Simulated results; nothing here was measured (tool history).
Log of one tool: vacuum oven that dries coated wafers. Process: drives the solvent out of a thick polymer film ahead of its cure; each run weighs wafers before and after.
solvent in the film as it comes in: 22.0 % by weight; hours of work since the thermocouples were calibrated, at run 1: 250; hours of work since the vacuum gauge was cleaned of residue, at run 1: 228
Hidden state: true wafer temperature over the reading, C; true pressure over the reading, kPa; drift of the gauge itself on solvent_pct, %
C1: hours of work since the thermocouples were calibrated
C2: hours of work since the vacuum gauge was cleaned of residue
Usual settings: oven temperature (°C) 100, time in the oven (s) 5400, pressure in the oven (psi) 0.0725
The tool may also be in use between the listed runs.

run 1 day=0.000 | oven_temperature_(°C)=100 time_in_the_oven_(s)=5400 pressure_in_the_oven_(psi)=0.0725 | C1=250 C2=228 | solvent_left_in_the_film_(%)=2.72
run 2 day=0.350 | oven_temperature_(°C)=100 time_in_the_oven_(s)=5400 pressure_in_the_oven_(psi)=0.0725 | C1=255 C2=233 | solvent_left_in_the_film_(%)=2.78
run 3 day=0.838 | oven_temperature_(°C)=100 time_in_the_oven_(s)=5400 pressure_in_the_oven_(psi)=0.0725 | C1=263 C2=241 | solvent_left_in_the_film_(%)=2.77
run 4 day=1.133 | oven_temperature_(°C)=107 time_in_the_oven_(s)=5400 pressure_in_the_oven_(psi)=0.0725 | C1=267 C2=245 | solvent_left_in_the_film_(%)=1.39
run 5 day=1.379 | oven_temperature_(°C)=100 time_in_the_oven_(s)=5400 pressure_in_the_oven_(psi)=0.1276 | C1=271 C2=249 | solvent_left_in_the_film_(%)=2.81
run 6 day=1.854 | oven_temperature_(°C)=100 time_in_the_oven_(s)=5400 pressure_in_the_oven_(psi)=0.1276 | C1=278 C2=257 | solvent_left_in_the_film_(%)=2.79
run 7 day=2.312 | oven_temperature_(°C)=100 time_in_the_oven_(s)=5400 pressure_in_the_oven_(psi)=0.0725 | C1=285 C2=264 | solvent_left_in_the_film_(%)=2.75
run 8 day=2.733 | oven_temperature_(°C)=113 time_in_the_oven_(s)=5400 pressure_in_the_oven_(psi)=0.0725 | C1=292 C2=270 | solvent_left_in_the_film_(%)=0.64
run 9 day=3.088 | oven_temperature_(°C)=113 time_in_the_oven_(s)=5400 pressure_in_the_oven_(psi)=0.0503 | C1=297 C2=276 | solvent_left_in_the_film_(%)=0.61
run 10 day=3.371 | oven_temperature_(°C)=93 time_in_the_oven_(s)=5400 pressure_in_the_oven_(psi)=0.0503 | C1=302 C2=280 | solvent_left_in_the_film_(%)=4.60
run 11 day=3.712 | oven_temperature_(°C)=100 time_in_the_oven_(s)=5400 pressure_in_the_oven_(psi)=0.2692 | C1=307 C2=285 | solvent_left_in_the_film_(%)=3.05
run 12 day=4.167 | oven_temperature_(°C)=93 time_in_the_oven_(s)=5400 pressure_in_the_oven_(psi)=0.0725 | C1=314 C2=292 | solvent_left_in_the_film_(%)=4.61

Forecast run 13:
run 13 day=4.392 | oven_temperature_(°C)=93 time_in_the_oven_(s)=5400 pressure_in_the_oven_(psi)=0.0725 | C1=318 C2=296 | solvent_left_in_the_film_(%)=?

Run 13 gave solvent left in the film (%) 4.70.
Without the tool's hidden state the same run would have given solvent left in the film (%) 4.78.
